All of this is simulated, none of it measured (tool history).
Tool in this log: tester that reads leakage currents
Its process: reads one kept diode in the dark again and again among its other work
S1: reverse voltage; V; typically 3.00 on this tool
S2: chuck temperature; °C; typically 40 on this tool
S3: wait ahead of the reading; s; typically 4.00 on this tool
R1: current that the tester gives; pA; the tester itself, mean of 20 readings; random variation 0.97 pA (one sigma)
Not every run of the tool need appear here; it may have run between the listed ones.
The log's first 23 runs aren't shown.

{"run": 24, "hour": 3445.7, "S1": 3.0, "S2": 30, "S3": 0.47, "R1": 128.53}
{"run": 25, "hour": 3630.2, "S1": 3.0, "S2": 30, "S3": 0.47, "R1": 127.49}
{"run": 26, "hour": 3809.1, "S1": 3.0, "S2": 27, "S3": 4.0, "R1": 97.68}
{"run": 27, "hour": 4007.2, "S1": 3.0, "S2": 27, "S3": 4.0, "R1": 97.68}
{"hour": 4086.8, "done": "chuck's temperature calibrated"}
{"run": 28, "hour": 4137.8, "S1": 3.0, "S2": 27, "S3": 4.0, "R1": 115.23}
{"run": 29, "hour": 4232.1, "S1": 10.79, "S2": 40, "S3": 4.0, "R1": 610.61}
{"run": 30, "hour": 4333.7, "S1": 1.97, "S2": 40, "S3": 2.81, "R1": 263.15}
{"run": 31, "hour": 4494.5, "S1": 10.09, "S2": 30, "S3": 3.55, "R1": 268.65}
{"hour": 4525.5, "done": "probe card cleaned and baked"}
{"run": 32, "hour": 4703.2, "S1": 10.09, "S2": 30, "S3": 3.55, "R1": 250.44}
{"run": 33, "hour": 4888.1, "S1": 10.09, "S2": 30, "S3": 3.55, "R1": 249.46}
{"run": 34, "hour": 5099.1, "S1": 1.16, "S2": 30, "S3": 3.55, "R1": 86.04}
{"run": 35, "hour": 5203.2, "S1": 16.29, "S2": 52, "S3": 3.06, "R1": 1718.9}
{"run": 36, "hour": 5326.3, "S1": 16.29, "S2": 52, "S3": 3.06, "R1": 1711.81}
{"run": 37, "hour": 5443.6, "S1": 11.93, "S2": 23, "S3": 0.4, "R1": 149.81}
{"run": 38, "hour": 5612.2, "S1": 10.39, "S2": 36, "S3": 0.87, "R1": 400.52}
{"run": 39, "hour": 5787.7, "S1": 6.06, "S2": 35, "S3": 2.35, "R1": 281.48}

Consider 4 possible next runs. They are alternatives, not a sequence: every one starts from the tool as it was left by run 39. What does each give?
{"run": "A", "hour": 5959.6, "S1": 6.6, "S2": 35, "S3": 0.94, "R1": "?"}
{"run": "B", "hour": 5959.6, "S1": 1.1, "S2": 57, "S3": 3.67, "R1": "?"}
{"run": "C", "hour": 5959.6, "S1": 11.26, "S2": 46, "S3": 4.0, "R1": "?"}
{"run": "D", "hour": 5959.6, "S1": 3.0, "S2": 33, "S3": 4.0, "R1": "?"}

run=A R1=292.54
run=B R1=651.39
run=C R1=884.80
run=D R1=167.36
Had the tool no hidden state, the same runs would have come out as:
run=A R1=318.69
run=B R1=712.25
run=C R1=965.05
run=D R1=183.40
